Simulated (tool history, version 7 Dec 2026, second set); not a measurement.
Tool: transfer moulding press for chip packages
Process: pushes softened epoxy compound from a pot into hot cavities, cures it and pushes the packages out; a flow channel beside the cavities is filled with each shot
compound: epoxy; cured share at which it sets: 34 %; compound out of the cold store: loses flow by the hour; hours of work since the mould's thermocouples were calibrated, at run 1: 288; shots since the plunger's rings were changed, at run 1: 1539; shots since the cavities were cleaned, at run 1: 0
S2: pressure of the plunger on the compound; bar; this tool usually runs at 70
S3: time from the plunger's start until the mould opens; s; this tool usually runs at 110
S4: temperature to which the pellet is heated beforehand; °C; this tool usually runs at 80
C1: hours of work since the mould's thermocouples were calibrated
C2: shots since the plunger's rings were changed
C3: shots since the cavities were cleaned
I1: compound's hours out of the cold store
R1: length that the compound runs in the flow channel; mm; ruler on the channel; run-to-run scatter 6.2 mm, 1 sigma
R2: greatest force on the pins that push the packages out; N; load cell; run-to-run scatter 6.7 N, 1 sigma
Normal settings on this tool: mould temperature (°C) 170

run 1 hour=0 | mould_temperature_(°C)=170 S2=70 S3=110 S4=80 | C1=288 C2=1539 C3=0 | I1=34.1 | R1=667 R2=267
run 2 hour=16.2 | mould_temperature_(°C)=170 S2=70 S3=110 S4=80 | C1=300 C2=1726 C3=187 | I1=15 | R1=702 R2=385
run 3 hour=37.8 | mould_temperature_(°C)=170 S2=70 S3=110 S4=80 | C1=315 C2=1974 C3=435 | I1=17.9 | R1=678 R2=484
run 4 hour=53 | mould_temperature_(°C)=170 S2=70 S3=120 S4=80 | C1=326 C2=2149 C3=610 | I1=38.5 | R1=648 R2=462
run 5 hour=68.1 | mould_temperature_(°C)=164 S2=70 S3=110 S4=80 | C1=337 C2=2321 C3=782 | I1=26.7 | R1=694 R2=768
-- hour=77.5 cavities cleaned with cleaning compound and waxed
run 6 hour=90 | mould_temperature_(°C)=164 S2=70 S3=110 S4=80 | C1=351 C2=2556 C3=143 | I1=46.1 | R1=656 R2=867
run 7 hour=102.9 | mould_temperature_(°C)=164 S2=70 S3=110 S4=80 | C1=360 C2=2705 C3=292 | I1=32.8 | R1=673 R2=877
run 8 hour=124.4 | mould_temperature_(°C)=170 S2=70 S3=110 S4=88 | C1=376 C2=2951 C3=538 | I1=27 | R1=664 R2=634
run 9 hour=143.8 | mould_temperature_(°C)=170 S2=70 S3=110 S4=80 | C1=389 C2=3175 C3=762 | I1=29 | R1=663 R2=607
-- hour=154.5 cavities cleaned with cleaning compound and waxed
run 10 hour=158.4 | mould_temperature_(°C)=170 S2=70 S3=110 S4=80 | C1=399 C2=3325 C3=45 | I1=37.1 | R1=647 R2=306
-- hour=168.5 cavities cleaned with cleaning compound and waxed, once more
run 11 hour=180.1 | mould_temperature_(°C)=170 S2=70 S3=110 S4=80 | C1=413 C2=3557 C3=133 | I1=32.2 | R1=656 R2=368
run 12 hour=198 | mould_temperature_(°C)=163 S2=70 S3=110 S4=80 | C1=426 C2=3763 C3=339 | I1=37.6 | R1=648 R2=652
run 13 hour=214 | mould_temperature_(°C)=163 S2=70 S3=110 S4=80 | C1=437 C2=3947 C3=523 | I1=20.8 | R1=682 R2=770
run 14 hour=225.3 | mould_temperature_(°C)=170 S2=68.3 S3=110 S4=80 | C1=445 C2=4077 C3=653 | I1=23.1 | R1=646 R2=535
-- hour=245.5 cavities cleaned with cleaning compound and waxed
run 15 hour=247.2 | mould_temperature_(°C)=170 S2=68.3 S3=93 S4=80 | C1=460 C2=4312 C3=20 | I1=38.9 | R1=633 R2=402
run 16 hour=267.2 | mould_temperature_(°C)=169 S2=58.8 S3=121 S4=80 | C1=474 C2=4541 C3=249 | I1=36.7 | R1=593 R2=384
run 17 hour=277.5 | mould_temperature_(°C)=174 S2=58.8 S3=121 S4=80 | C1=481 C2=4659 C3=367 | I1=31.1 | R1=584 R2=397
run 18 hour=287.2 | mould_temperature_(°C)=174 S2=81.7 S3=140 S4=80 | C1=488 C2=4771 C3=479 | I1=17.5 | R1=707 R2=404
run 19 hour=301.9 | mould_temperature_(°C)=174 S2=81.7 S3=140 S4=80 | C1=499 C2=4939 C3=647 | I1=10.3 | R1=718 R2=415

Predict the results of run 20:
-- hour=322.2 cavities cleaned with cleaning compound and waxed
run 20 hour=323 | mould_temperature_(°C)=174 S2=81.7 S3=99 S4=80 | C1=512 C2=5165 C3=9 | I1=23.9 | R1=? R2=?

{"run 20": {"R1": 690, "R2": 287}}
On a tool with no hidden condition, and with the same random variation, this run would have come out at R1 743 mm, R2 268 N.
